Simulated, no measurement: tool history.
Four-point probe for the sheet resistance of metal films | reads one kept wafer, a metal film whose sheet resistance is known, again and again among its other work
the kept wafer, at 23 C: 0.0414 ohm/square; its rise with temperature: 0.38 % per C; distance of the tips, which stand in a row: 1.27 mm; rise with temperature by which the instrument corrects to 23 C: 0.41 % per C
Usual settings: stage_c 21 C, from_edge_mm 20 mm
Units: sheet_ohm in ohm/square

run   hour  stage_c  from_edge_mm  sheet_ohm
  1      0       21            20   0.041542
  2   67.9       21            20   0.041518
  3  135.8       21            20    0.04152
  4    177       21            20   0.041526
  5  266.1       18            20   0.041573
  6  313.7       27            20   0.041432
  7  370.9       27            20   0.041426
     410.9  -- stage's thermometer calibrated
  8  438.9       27            20   0.041436
  9  508.2       22            20   0.041491
 10  562.6       30            39   0.041314
 11  634.3       20            14   0.041628
 12  703.6       19            20   0.041559

Run 13 comes next. What will it give?
 13  744.8       25            12          ?

Run 13 gave sheet_ohm 0.041602 ohm/square.
Without the tool's hidden state the same run would have given sheet_ohm 0.041602 ohm/square.
